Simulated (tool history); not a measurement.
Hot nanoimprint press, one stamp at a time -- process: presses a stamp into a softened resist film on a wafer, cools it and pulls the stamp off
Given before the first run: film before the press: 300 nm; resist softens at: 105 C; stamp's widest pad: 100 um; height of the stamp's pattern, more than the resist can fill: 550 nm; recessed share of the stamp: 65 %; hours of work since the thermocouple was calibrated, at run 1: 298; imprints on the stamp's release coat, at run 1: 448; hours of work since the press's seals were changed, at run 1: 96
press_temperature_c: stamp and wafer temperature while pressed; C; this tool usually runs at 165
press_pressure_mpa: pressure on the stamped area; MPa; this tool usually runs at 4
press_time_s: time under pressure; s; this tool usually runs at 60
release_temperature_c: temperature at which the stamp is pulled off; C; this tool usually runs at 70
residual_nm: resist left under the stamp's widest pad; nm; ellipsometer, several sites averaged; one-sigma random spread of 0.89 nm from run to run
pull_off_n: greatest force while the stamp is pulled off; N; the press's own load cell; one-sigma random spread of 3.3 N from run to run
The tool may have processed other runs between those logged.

| run | hour | press_temperature_c | press_pressure_mpa | press_time_s | release_temperature_c | hours of work since the thermocouple was calibrated | imprints on the stamp's release coat | hours of work since the press's seals were changed | residual_nm | pull_off_n |
|---|---|---|---|---|---|---|---|---|---|---|
| 1 | 0 | 165 | 4 | 60 | 70 | 298 | 448 | 96 | 151 | 171 |
| 2 | 27.5 | 165 | 4 | 60 | 70 | 319 | 564 | 117 | 151 | 168 |
| 3 | 60 | 165 | 4 | 60 | 70 | 343 | 702 | 141 | 149.6 | 175 |
|  | 82.5 | stamp cleaned and given a new release coat |
| 4 | 97 | 165 | 4 | 60 | 70 | 367 | 62 | 165 | 150.6 | 163 |
| 5 | 141.3 | 165 | 4 | 45 | 70 | 400 | 250 | 198 | 164.4 | 160 |
| 6 | 164 | 165 | 4 | 45 | 70 | 418 | 346 | 216 | 162.9 | 162 |
|  | 171.4 | plate thermocouple calibrated |
| 7 | 212.2 | 165 | 4 | 45 | 70 | 31 | 538 | 250 | 161.7 | 173 |
| 8 | 248.3 | 163 | 4 | 60 | 57 | 58 | 692 | 277 | 153.2 | 225 |
|  | 257.8 | plate thermocouple calibrated, once more |
|  | 279.3 | stamp cleaned and given a new release coat |
| 9 | 283.3 | 163 | 4 | 60 | 57 | 15 | 17 | 297 | 167 | 217 |
| 10 | 332.6 | 163 | 4 | 60 | 57 | 52 | 226 | 334 | 168.3 | 221 |
| 11 | 372.9 | 163 | 4 | 71 | 57 | 83 | 397 | 365 | 157.6 | 218 |

Predict the results of run 12:
| 12 | 415.1 | 155 | 5.41 | 45 | 65 | 115 | 577 | 397 | ? | ? |

residual_nm: 198.7 nm
pull_off_n: 199 N
Without the tool's hidden state the same run would have given residual_nm 196.5 nm, pull_off_n 183 N.
